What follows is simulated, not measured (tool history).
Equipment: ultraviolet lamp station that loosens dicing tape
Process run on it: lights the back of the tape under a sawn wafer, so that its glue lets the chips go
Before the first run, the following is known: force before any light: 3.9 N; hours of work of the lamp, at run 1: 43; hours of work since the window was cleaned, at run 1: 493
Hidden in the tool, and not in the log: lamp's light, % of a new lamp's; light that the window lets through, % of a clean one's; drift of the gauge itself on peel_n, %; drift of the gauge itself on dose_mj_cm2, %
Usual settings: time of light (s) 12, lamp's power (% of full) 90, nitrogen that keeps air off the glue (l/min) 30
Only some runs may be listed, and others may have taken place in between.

run   hour  time of light (s)  lamp's power (% of full)  nitrogen that keeps air off the glue (l/min)  hours of work of the lamp  hours of work since the window was cleaned  force that peels the tape off (N)  light that reached the tape (mJ/cm²)
  1      0                 12                        90                                            30                         43                                         493                              0.441                                   252
  2   19.6                 12                        90                                            30                         52                                         502                              0.425                                   252
  3   33.5                 12                        90                                            30                         59                                         509                              0.432                                   251
  4     57                 12                        90                                            30                         70                                         520                              0.432                                   243
  5   87.4                 12                        90                                            30                         84                                         534                               0.44                                   244
  6  112.9                 12                        90                                            30                         96                                         546                              0.443                                   245
  7  127.8                 12                        60                                            30                        103                                         553                              0.855                                   162
  8  159.1                 12                        92                                            30                        117                                         567                              0.413                                   248
  9  184.9                 12                        92                                            30                        130                                         579                              0.431                                   247
 10  203.2                 12                        92                                            48                        138                                         588                              0.363                                   249
 11  232.8                 12                        90                                            44                        152                                         602                              0.393                                   241
 12  260.4                 12                        90                                            44                        165                                         615                              0.396                                   238
 13  273.7                 12                        90                                            44                        171                                         621                              0.408                                   241
 14  289.9                 12                        84                                            30                        179                                         628                              0.524                                   220
 15  309.6                 12                        84                                            30                        188                                         637                              0.506                                   224
 16    323                  9                        90                                            30                        194                                         644                              0.723                                   182
 17  348.4                 16                        90                                            30                        206                                         656                              0.291                                   315
 18  376.5                 16                        90                                            30                        219                                         669                              0.285                                   318
     378.9  -- window cleaned of glue's vapour
 19  409.1                 12                        90                                            30                        234                                          14                              0.409                                   253
 20  434.8                 23                        90                                            30                        246                                          26                              0.163                                   487
 21  452.4                 12                        90                                            30                        254                                          34                              0.397                                   252
 22    467                 12                        90                                            30                        261                                          41                              0.399                                   252
 23  482.3                 11                        62                                            27                        268                                          48                              0.889                                   162
 24  496.8                 11                        62                                            27                        275                                          55                              0.893                                   157
 25  511.9                  7                        67                                            13                        282                                          62                              1.662                                   112
 26  542.6                  8                        76                                            41                        296                                          76                              0.917                                   141
 27  571.9                  8                        76                                            41                        310                                          90                              0.943                                   144
 28  592.5                  8                        76                                            41                        320                                         100                              0.921                                   139
 29  607.8                 12                        83                                            59                        327                                         107                              0.379                                   227
 30  628.8                 21                        62                                            11                        337                                         117                              0.498                                   298
 31  655.1                 21                        62                                            11                        349                                         129                              0.502                                   299

Run 32, settings as shown, results not yet in. Your forecast:
 32  687.3                 18                        90                                            57                        364                                         144                                  ?                                     ?

{"run 32": {"force that peels the tape off (N)": 0.187, "light that reached the tape (mJ/cm²)": 368}}
Were there no unlogged condition in the tool, this run, its random variation unchanged, would have produced force that peels the tape off (N) 0.17, light that reached the tape (mJ/cm²) 404.
